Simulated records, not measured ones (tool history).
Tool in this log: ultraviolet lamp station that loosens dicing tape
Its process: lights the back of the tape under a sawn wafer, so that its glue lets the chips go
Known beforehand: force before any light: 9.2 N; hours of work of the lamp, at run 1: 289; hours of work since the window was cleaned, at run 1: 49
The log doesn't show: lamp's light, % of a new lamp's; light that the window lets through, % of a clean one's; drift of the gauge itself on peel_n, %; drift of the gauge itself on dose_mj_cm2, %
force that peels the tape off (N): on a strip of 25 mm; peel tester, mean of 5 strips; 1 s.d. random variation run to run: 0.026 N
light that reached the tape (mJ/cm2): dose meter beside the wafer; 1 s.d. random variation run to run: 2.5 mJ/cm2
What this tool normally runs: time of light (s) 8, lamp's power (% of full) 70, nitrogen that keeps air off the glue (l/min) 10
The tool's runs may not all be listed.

run   hour  time of light (s)  lamp's power (% of full)  nitrogen that keeps air off the glue (l/min)  hours of work of the lamp  hours of work since the window was cleaned  force that peels the tape off (N)  light that reached the tape (mJ/cm2)
  1    0.0                  8                        70                                            10                        289                                          49                              1.652                                   257
  2   15.3                  8                        70                                            10                        300                                          60                              1.678                                   254
  3   32.9                  8                        70                                            10                        313                                          73                              1.716                                   249
  4   47.7                  8                        68                                            10                        323                                          83                              1.900                                   243
  5   64.0                  8                        68                                            10                        335                                          95                              1.967                                   237
  6   74.6                  8                        70                                            10                        343                                         103                              1.897                                   240
  7   93.7                  4                        70                                            10                        357                                         117                              4.186                                   118
  8  107.8                  4                        89                                            10                        367                                         127                              3.375                                   146
  9  122.6                  4                        89                                            10                        377                                         138                              3.442                                   147
 10  137.6                  4                        89                                            10                        388                                         148                              3.444                                   146
 11  149.8                  4                        89                                            10                        397                                         157                              3.500                                   144
 12  158.8                  8                        70                                            10                        404                                         164                              2.098                                   220
 13  173.4                  8                        70                                            10                        414                                         174                              2.095                                   219
 14  185.2                  8                        70                                            10                        423                                         183                              2.228                                   219
 15  203.1                  8                        70                                            10                        435                                         196                              2.191                                   215
 16  216.6                  8                        70                                            10                        445                                         205                              2.313                                   212
 17  225.9                  8                        70                                            10                        452                                         212                              2.303                                   211
 18  236.2                  5                        96                                             8                        459                                         219                              3.081                                   177
     241.9  -- window cleaned of glue's vapour
 19  249.6                  8                        70                                             4                        469                                           6                              2.989                                   238
 20  260.1                 13                        70                                             5                        476                                          13                              1.327                                   385
 21  268.5                 13                        70                                             5                        482                                          19                              1.329                                   387
 22  287.9                  8                        70                                             6                        496                                          33                              2.577                                   232
 23  307.0                  8                        70                                             6                        510                                          47                              2.699                                   225
 24  317.6                 14                        84                                             3                        518                                          55                              1.326                                   478
 25  331.5                 14                        84                                             3                        528                                          65                              1.373                                   470
 26  343.6                  6                        79                                            10                        536                                          73                              2.624                                   186
 27  356.2                  9                        68                                             7                        546                                          82                              2.301                                   241
 28  369.9                  9                        87                                             7                        555                                          92                              1.621                                   305
 29  386.0                  9                        87                                             7                        567                                         104                              1.707                                   294
 30  405.1                  9                        87                                             7                        581                                         118                              1.700                                   292
 31  414.5                 13                        88                                             7                        588                                         125                              0.875                                   425
 32  430.3                  8                        70                                             5                        599                                         136                              3.208                                   205
 33  438.5                  6                        70                                             5                        605                                         142                              4.078                                   151

For each run, the measured value with the value that run would have given without the tool's hidden condition subtracted. The run-to-run variation is shared by both, the gauge scatter possibly not:
run  force that peels the tape off (N)  light that reached the tape (mJ/cm2)
  1                             +0.420                                   -49
  2                             +0.456                                   -52
  3                             +0.493                                   -56
  4                             +0.559                                   -57
  5                             +0.609                                   -61
  6                             +0.617                                   -64
  7                             +0.845                                   -34
  8                             +0.864                                   -46
  9                             +0.916                                   -48
 10                             +0.947                                   -49
 11                             +0.988                                   -51
 12                             +0.831                                   -82
 13                             +0.858                                   -85
 14                             +0.932                                   -88
 15                             +0.947                                   -92
 16                             +1.018                                   -93
 17                             +1.028                                   -96
 18                             +1.202                                   -83
 19                             +0.757                                   -65
 20                             +0.502                                  -109
 21                             +0.514                                  -113
 22                             +0.818                                   -73
 23                             +0.894                                   -77
 24                             +0.591                                  -167
 25                             +0.623                                  -172
 26                             +0.954                                   -70
 27                             +0.927                                   -95
 28                             +0.769                                  -126
 29                             +0.828                                  -129
 30                             +0.850                                  -135
 31                             +0.488                                  -202
 32                             +1.256                                  -102
 33                             +1.308                                   -77

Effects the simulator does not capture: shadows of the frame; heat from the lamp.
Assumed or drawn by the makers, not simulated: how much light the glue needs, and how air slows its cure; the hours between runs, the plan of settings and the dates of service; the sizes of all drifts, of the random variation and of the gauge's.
